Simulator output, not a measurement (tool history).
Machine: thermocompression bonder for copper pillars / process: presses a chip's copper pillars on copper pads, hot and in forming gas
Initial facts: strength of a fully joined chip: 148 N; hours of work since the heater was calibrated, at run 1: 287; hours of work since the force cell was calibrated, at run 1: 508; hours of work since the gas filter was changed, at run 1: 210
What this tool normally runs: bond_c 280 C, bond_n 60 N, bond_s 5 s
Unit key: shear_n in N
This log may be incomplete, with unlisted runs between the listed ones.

| run | hour | bond_c | bond_n | bond_s | hours of work since the heater was calibrated | hours of work since the force cell was calibrated | hours of work since the gas filter was changed | shear_n |
|---|---|---|---|---|---|---|---|---|
| 1 | 0 | 280 | 60 | 5 | 287 | 508 | 210 | 94.9 |
| 2 | 15.7 | 280 | 60 | 7 | 295 | 516 | 218 | 103.9 |
| 3 | 25.2 | 280 | 60 | 7 | 300 | 521 | 223 | 104.3 |
| 4 | 33.4 | 280 | 38 | 5 | 304 | 525 | 227 | 65.2 |
| 5 | 45.5 | 280 | 60 | 5 | 310 | 531 | 233 | 95.4 |
| 6 | 53.6 | 280 | 60 | 5 | 315 | 535 | 238 | 95.9 |
| 7 | 61.1 | 280 | 60 | 5 | 318 | 539 | 241 | 95.7 |
| 8 | 69.2 | 252 | 60 | 5 | 323 | 543 | 245 | 64.6 |
| 9 | 81 | 252 | 60 | 5 | 329 | 549 | 252 | 64.2 |
| 10 | 92.3 | 252 | 60 | 5 | 334 | 555 | 257 | 64.6 |
| 11 | 109 | 252 | 60 | 4 | 343 | 563 | 266 | 59.2 |
| 12 | 121.7 | 280 | 60 | 13 | 349 | 570 | 272 | 120.3 |
| 13 | 138.7 | 280 | 60 | 13 | 358 | 578 | 281 | 120.4 |
| 14 | 148.1 | 280 | 60 | 13 | 363 | 583 | 286 | 120.5 |
| 15 | 166 | 303 | 60 | 5 | 372 | 592 | 295 | 119 |
| 16 | 177 | 303 | 60 | 5 | 377 | 598 | 300 | 120 |
| 17 | 193.5 | 253 | 60 | 5 | 386 | 606 | 309 | 65.5 |
| 18 | 203.1 | 253 | 60 | 5 | 391 | 611 | 314 | 65.7 |
| 19 | 217.7 | 280 | 60 | 5 | 398 | 618 | 321 | 96.3 |
| 20 | 235.4 | 306 | 60 | 5 | 407 | 627 | 330 | 122.6 |
| 21 | 252.7 | 280 | 82 | 3 | 416 | 636 | 339 | 104.3 |
| 22 | 260.4 | 309 | 43 | 5 | 420 | 640 | 343 | 104 |
| 23 | 270.3 | 290 | 43 | 12 | 425 | 645 | 348 | 108.2 |
| 24 | 288.1 | 290 | 43 | 12 | 434 | 654 | 357 | 108.6 |
| 25 | 296.3 | 272 | 36 | 3 | 438 | 658 | 361 | 45.1 |
| 26 | 310.8 | 289 | 82 | 3 | 445 | 666 | 368 | 114.8 |
| 27 | 322.6 | 251 | 60 | 4 | 451 | 672 | 374 | 58.8 |
| 28 | 335 | 251 | 60 | 4 | 458 | 678 | 381 | 59.1 |
| 29 | 346.4 | 288 | 60 | 4 | 463 | 684 | 386 | 99.9 |
| 30 | 353.7 | 293 | 64 | 4 | 467 | 688 | 390 | 109.8 |
| 31 | 364.2 | 293 | 43 | 7 | 472 | 693 | 395 | 97.6 |
| 32 | 375.9 | 276 | 49 | 5 | 478 | 699 | 401 | 78.9 |

Estimate the outcome of run 33 from the log above:
| 33 | 389.9 | 255 | 45 | 9 | 486 | 706 | 409 | ? |

Logged for run 33: shear_n 65.2 N.
Take away the tool's hidden state, keep the run-to-run variation as it was, and the same run would have given shear_n 63.8 N.
